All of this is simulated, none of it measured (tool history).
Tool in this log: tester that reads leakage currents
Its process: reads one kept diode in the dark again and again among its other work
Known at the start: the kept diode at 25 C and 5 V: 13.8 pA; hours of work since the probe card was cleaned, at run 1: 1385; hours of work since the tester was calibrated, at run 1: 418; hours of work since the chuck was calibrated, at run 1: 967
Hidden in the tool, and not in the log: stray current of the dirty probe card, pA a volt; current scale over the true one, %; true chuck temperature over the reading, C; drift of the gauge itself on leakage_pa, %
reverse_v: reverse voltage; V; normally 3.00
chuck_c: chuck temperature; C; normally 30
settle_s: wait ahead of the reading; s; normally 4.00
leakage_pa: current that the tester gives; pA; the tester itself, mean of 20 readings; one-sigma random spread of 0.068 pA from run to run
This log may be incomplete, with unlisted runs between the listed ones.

| run | day | reverse_v | chuck_c | settle_s | hours of work since the probe card was cleaned | hours of work since the tester was calibrated | hours of work since the chuck was calibrated | leakage_pa |
|---|---|---|---|---|---|---|---|---|
| 1 | 0.000 | 3.00 | 30 | 4.00 | 1385 | 418 | 967 | 15.12 |
| 2 | 1.938 | 3.00 | 30 | 4.88 | 1416 | 449 | 998 | 15.12 |
| 3 | 3.717 | 19.61 | 30 | 4.00 | 1444 | 477 | 1027 | 46.65 |
| 4 | 5.700 | 3.00 | 30 | 4.00 | 1476 | 509 | 1058 | 15.10 |
| 5 | 7.258 | 3.00 | 30 | 4.00 | 1501 | 534 | 1083 | 15.05 |
| 6 | 9.400 | 4.07 | 30 | 4.00 | 1535 | 568 | 1118 | 18.17 |
| 7 | 11.329 | 4.07 | 30 | 4.00 | 1566 | 599 | 1148 | 18.22 |
| 8 | 13.221 | 4.07 | 30 | 4.00 | 1596 | 630 | 1179 | 18.18 |
| 9 | 14.196 | 4.07 | 30 | 4.00 | 1612 | 645 | 1194 | 18.18 |
| 10 | 15.808 | 3.00 | 30 | 4.00 | 1638 | 671 | 1220 | 15.10 |
| 11 | 16.700 | 3.00 | 30 | 4.00 | 1652 | 685 | 1234 | 15.14 |
| 12 | 18.192 | 3.00 | 30 | 4.00 | 1676 | 709 | 1258 | 15.13 |
| 13 | 19.812 | 3.00 | 30 | 4.00 | 1702 | 735 | 1284 | 15.08 |
| 14 | 20.812 | 3.00 | 30 | 4.00 | 1718 | 751 | 1300 | 15.27 |
| 15 | 21.838 | 3.00 | 30 | 4.00 | 1734 | 768 | 1317 | 15.07 |
| 16 | 23.650 | 3.00 | 30 | 4.00 | 1763 | 797 | 1346 | 15.18 |
| 17 | 25.138 | 3.00 | 30 | 4.00 | 1787 | 820 | 1369 | 15.07 |
| 18 | 26.562 | 3.00 | 30 | 4.00 | 1810 | 843 | 1392 | 15.21 |
| 19 | 28.150 | 3.00 | 30 | 4.00 | 1835 | 869 | 1418 | 15.18 |
| 20 | 30.288 | 3.00 | 30 | 4.00 | 1870 | 903 | 1452 | 15.12 |
| 21 | 31.525 | 1.72 | 29 | 1.13 | 1890 | 923 | 1472 | 10.55 |
| 22 | 32.675 | 1.72 | 38 | 3.14 | 1908 | 941 | 1490 | 18.95 |
| 23 | 34.758 | 9.10 | 28 | 0.69 | 1941 | 974 | 1524 | 29.74 |
| 24 | 36.525 | 2.41 | 26 | 1.97 | 1970 | 1003 | 1552 | 10.32 |
| 25 | 38.150 | 16.22 | 30 | 2.44 | 1996 | 1029 | 1578 | 42.76 |
| 26 | 39.950 | 4.32 | 30 | 0.47 | 2024 | 1058 | 1607 | 21.87 |
| 27 | 41.429 | 14.49 | 30 | 7.91 | 2048 | 1081 | 1630 | 38.01 |
| 28 | 43.479 | 10.65 | 30 | 0.92 | 2081 | 1114 | 1663 | 35.52 |
| 29 | 44.633 | 10.65 | 30 | 0.92 | 2099 | 1133 | 1682 | 35.92 |
| 30 | 46.233 | 8.13 | 46 | 0.35 | 2125 | 1158 | 1707 | 87.81 |
| 31 | 47.362 | 8.13 | 46 | 0.35 | 2143 | 1176 | 1725 | 87.91 |
| 32 | 48.746 | 3.00 | 20 | 9.20 | 2165 | 1198 | 1747 | 7.21 |
| 33 | 50.000 | 11.53 | 33 | 4.14 | 2185 | 1219 | 1768 | 41.68 |
| 34 | 51.612 | 3.00 | 27 | 6.57 | 2211 | 1244 | 1793 | 12.11 |
| 35 | 53.583 | 3.00 | 27 | 6.57 | 2243 | 1276 | 1825 | 12.11 |
| 36 | 55.471 | 1.57 | 27 | 4.38 | 2273 | 1306 | 1855 | 8.43 |
| 37 | 57.000 | 1.57 | 27 | 4.38 | 2297 | 1331 | 1880 | 8.28 |
| 38 | 58.354 | 1.57 | 27 | 4.38 | 2319 | 1352 | 1901 | 8.36 |
| 39 | 59.271 | 1.57 | 27 | 4.38 | 2334 | 1367 | 1916 | 8.28 |
|  | 60.158 | chuck's temperature calibrated |
| 40 | 61.108 | 3.00 | 22 | 5.53 | 2362 | 1395 | 15 | 8.57 |

Take each entry between the runs: how does the hidden state at the last listed run before it differ from the hidden state at the first listed run after it?
In the gap between runs 39 and 40: chuck's temperature calibrated (day 60.158)
  the hidden state is the same at both runs
